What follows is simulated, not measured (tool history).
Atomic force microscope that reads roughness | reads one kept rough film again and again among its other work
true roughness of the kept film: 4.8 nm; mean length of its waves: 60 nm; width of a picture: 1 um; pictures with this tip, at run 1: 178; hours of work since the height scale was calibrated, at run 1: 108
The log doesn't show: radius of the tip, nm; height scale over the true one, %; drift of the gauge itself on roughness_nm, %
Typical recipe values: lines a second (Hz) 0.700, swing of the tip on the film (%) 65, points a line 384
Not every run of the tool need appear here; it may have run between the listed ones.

run,hour,lines a second (Hz),swing of the tip on the film (%),points a line,pictures with this tip,hours of work since the height scale was calibrated,roughness of the kept film (nm (root mean square))
1,0.0,0.700,65,384,178,108,4.134
2,4.5,0.700,65,384,186,111,4.126
3,12.9,0.700,65,384,200,115,4.102
4,23.0,0.700,65,384,218,121,4.048
5,32.1,0.700,72,384,233,126,3.977
# hour 33.7: height scale calibrated on a step standard
6,39.0,0.700,72,384,243,3,3.991
7,46.3,0.700,72,384,256,7,3.980
8,53.8,0.700,65,358,269,11,3.980
# hour 56.8: height scale calibrated on a step standard, once more
9,61.5,0.700,65,358,280,3,3.958
10,66.1,1.982,68,449,288,5,3.802
11,71.0,1.807,66,863,296,8,3.825
12,77.0,1.807,66,863,307,11,3.819
13,85.0,1.807,66,863,320,16,3.800
# hour 89.4: new tip fitted
14,91.0,2.737,74,786,3,19,4.114
15,99.2,2.737,74,786,17,24,4.080
16,103.7,0.511,65,366,24,26,4.404
17,113.7,0.511,65,366,42,32,4.401
18,118.7,0.561,66,282,50,35,4.406

What if the next run were any one of these 5? Each begins from the tool's condition after run 18:
A,125.7,1.106,65,384,62,39,?
B,125.7,3.744,85,555,62,39,?
C,125.7,1.826,65,463,62,39,?
D,125.7,0.561,69,772,62,39,?
E,125.7,0.812,65,384,62,39,?

run,roughness of the kept film (nm (root mean square))
A,4.322
B,3.482
C,4.235
D,4.336
E,4.370
The same runs, with their run-to-run variation unchanged, on a tool lacking any hidden condition would have given:
run,roughness of the kept film (nm (root mean square))
A,4.445
B,3.581
C,4.355
D,4.460
E,4.494
